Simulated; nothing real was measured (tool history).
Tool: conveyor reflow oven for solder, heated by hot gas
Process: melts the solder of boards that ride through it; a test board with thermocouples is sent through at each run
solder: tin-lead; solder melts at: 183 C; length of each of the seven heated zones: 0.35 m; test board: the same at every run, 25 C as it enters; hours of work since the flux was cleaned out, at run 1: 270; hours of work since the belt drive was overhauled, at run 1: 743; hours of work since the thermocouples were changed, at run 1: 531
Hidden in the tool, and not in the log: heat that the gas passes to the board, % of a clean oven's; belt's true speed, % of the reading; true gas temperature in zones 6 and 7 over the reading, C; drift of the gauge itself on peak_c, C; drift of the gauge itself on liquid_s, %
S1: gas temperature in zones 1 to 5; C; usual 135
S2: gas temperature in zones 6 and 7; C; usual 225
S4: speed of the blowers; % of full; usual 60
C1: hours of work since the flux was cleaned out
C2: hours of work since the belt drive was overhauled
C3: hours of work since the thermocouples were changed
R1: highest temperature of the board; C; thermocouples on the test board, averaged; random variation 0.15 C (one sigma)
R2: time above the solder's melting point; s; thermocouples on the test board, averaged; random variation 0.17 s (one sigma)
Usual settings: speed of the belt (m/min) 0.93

run 1 hour=0 | S1=135 S2=225 speed_of_the_belt_(m/min)=0.93 S4=60 | C1=270 C2=743 C3=531 | R1=203.1 R2=23.9
run 2 hour=17.8 | S1=135 S2=225 speed_of_the_belt_(m/min)=0.93 S4=60 | C1=282 C2=755 C3=543 | R1=203.2 R2=24.1
run 3 hour=50.8 | S1=135 S2=225 speed_of_the_belt_(m/min)=0.791 S4=60 | C1=304 C2=777 C3=565 | R1=208.9 R2=33.8
run 4 hour=81.1 | S1=135 S2=225 speed_of_the_belt_(m/min)=0.93 S4=60 | C1=324 C2=797 C3=585 | R1=203.1 R2=24.2
-- hour=89 flux residue cleaned out of gas plates and filters
run 5 hour=106.8 | S1=135 S2=225 speed_of_the_belt_(m/min)=0.93 S4=60 | C1=12 C2=810 C3=598 | R1=203.3 R2=24.6
run 6 hour=137.3 | S1=135 S2=225 speed_of_the_belt_(m/min)=0.93 S4=60 | C1=32 C2=831 C3=618 | R1=203.5 R2=24.4
run 7 hour=153.6 | S1=135 S2=225 speed_of_the_belt_(m/min)=0.93 S4=60 | C1=43 C2=841 C3=629 | R1=203.4 R2=24.4
run 8 hour=192.9 | S1=135 S2=225 speed_of_the_belt_(m/min)=0.93 S4=76 | C1=69 C2=867 C3=655 | R1=209 R2=28.8
run 9 hour=230.5 | S1=135 S2=225 speed_of_the_belt_(m/min)=0.93 S4=76 | C1=93 C2=892 C3=680 | R1=209.1 R2=29.2
run 10 hour=251.3 | S1=135 S2=225 speed_of_the_belt_(m/min)=0.93 S4=76 | C1=107 C2=906 C3=694 | R1=209.3 R2=29.1
run 11 hour=290.3 | S1=135 S2=225 speed_of_the_belt_(m/min)=0.93 S4=76 | C1=133 C2=931 C3=719 | R1=209.2 R2=29.5
run 12 hour=328.4 | S1=135 S2=225 speed_of_the_belt_(m/min)=0.93 S4=75 | C1=158 C2=957 C3=744 | R1=208.9 R2=29.1
run 13 hour=351.4 | S1=135 S2=225 speed_of_the_belt_(m/min)=0.93 S4=75 | C1=173 C2=972 C3=760 | R1=208.9 R2=28.8
run 14 hour=372.6 | S1=135 S2=225 speed_of_the_belt_(m/min)=0.855 S4=60 | C1=187 C2=986 C3=774 | R1=206.3 R2=28.9
run 15 hour=411.2 | S1=135 S2=225 speed_of_the_belt_(m/min)=0.93 S4=60 | C1=212 C2=1011 C3=799 | R1=203.4 R2=24.5
run 16 hour=436.2 | S1=135 S2=225 speed_of_the_belt_(m/min)=0.93 S4=60 | C1=229 C2=1028 C3=815 | R1=203.3 R2=24.4
run 17 hour=452.8 | S1=135 S2=225 speed_of_the_belt_(m/min)=0.93 S4=60 | C1=240 C2=1039 C3=826 | R1=203.1 R2=24.2
run 18 hour=481.8 | S1=131 S2=233 speed_of_the_belt_(m/min)=0.899 S4=81 | C1=259 C2=1058 C3=846 | R1=217.8 R2=34.2
run 19 hour=509.8 | S1=131 S2=232 speed_of_the_belt_(m/min)=0.899 S4=71 | C1=277 C2=1076 C3=864 | R1=213.7 R2=31.8
run 20 hour=540.7 | S1=144 S2=234 speed_of_the_belt_(m/min)=0.902 S4=67 | C1=298 C2=1096 C3=884 | R1=216.3 R2=35.6
run 21 hour=578 | S1=136 S2=225 speed_of_the_belt_(m/min)=0.93 S4=51 | C1=322 C2=1121 C3=909 | R1=199.3 R2=20.4
-- hour=586.5 flux residue cleaned out of gas plates and filters
run 22 hour=620.7 | S1=136 S2=227 speed_of_the_belt_(m/min)=0.93 S4=55 | C1=23 C2=1146 C3=934 | R1=202.8 R2=24
run 23 hour=659.5 | S1=128 S2=225 speed_of_the_belt_(m/min)=1.052 S4=65 | C1=48 C2=1171 C3=959 | R1=199.1 R2=17
run 24 hour=697.2 | S1=142 S2=228 speed_of_the_belt_(m/min)=0.93 S4=82 | C1=73 C2=1196 C3=984 | R1=214.8 R2=33.9
run 25 hour=726 | S1=142 S2=228 speed_of_the_belt_(m/min)=0.93 S4=82 | C1=92 C2=1215 C3=1003 | R1=214.6 R2=33.6
run 26 hour=765.1 | S1=135 S2=225 speed_of_the_belt_(m/min)=1.069 S4=60 | C1=118 C2=1241 C3=1029 | R1=198.5 R2=16.8
run 27 hour=795.8 | S1=135 S2=225 speed_of_the_belt_(m/min)=0.787 S4=54 | C1=138 C2=1261 C3=1049 | R1=206.4 R2=32
-- hour=816.6 belt drive overhauled, speed set with a stopwatch
run 28 hour=826.4 | S1=125 S2=217 speed_of_the_belt_(m/min)=0.752 S4=79 | C1=156 C2=6 C3=1067 | R1=207 R2=34.5
run 29 hour=846.5 | S1=135 S2=217 speed_of_the_belt_(m/min)=0.93 S4=60 | C1=169 C2=20 C3=1080 | R1=196.6 R2=19.1
run 30 hour=877.6 | S1=128 S2=225 speed_of_the_belt_(m/min)=0.93 S4=78 | C1=189 C2=40 C3=1101 | R1=208.4 R2=27.2
run 31 hour=905.8 | S1=128 S2=225 speed_of_the_belt_(m/min)=0.827 S4=78 | C1=208 C2=59 C3=1119 | R1=212.1 R2=33.6
run 32 hour=939.7 | S1=128 S2=225 speed_of_the_belt_(m/min)=0.827 S4=71 | C1=230 C2=81 C3=1142 | R1=210 R2=32.4

How the hidden state differs across the entries between the runs, from the last listed run before each to the first after it:
Between runs 4 and 5: flux residue cleaned out of gas plates and filters (hour 89)
  heat that the gas passes to the board, % of a clean oven's: 99.5 -> 100
Between runs 21 and 22: flux residue cleaned out of gas plates and filters (hour 586.5)
  heat that the gas passes to the board, % of a clean oven's: 99.5 -> 100; true gas temperature in zones 6 and 7 over the reading, C: 0.1 -> 0.11
Between runs 27 and 28: belt drive overhauled, speed set with a stopwatch (hour 816.6)
  belt's true speed, % of the reading: 99.81 -> 100.01

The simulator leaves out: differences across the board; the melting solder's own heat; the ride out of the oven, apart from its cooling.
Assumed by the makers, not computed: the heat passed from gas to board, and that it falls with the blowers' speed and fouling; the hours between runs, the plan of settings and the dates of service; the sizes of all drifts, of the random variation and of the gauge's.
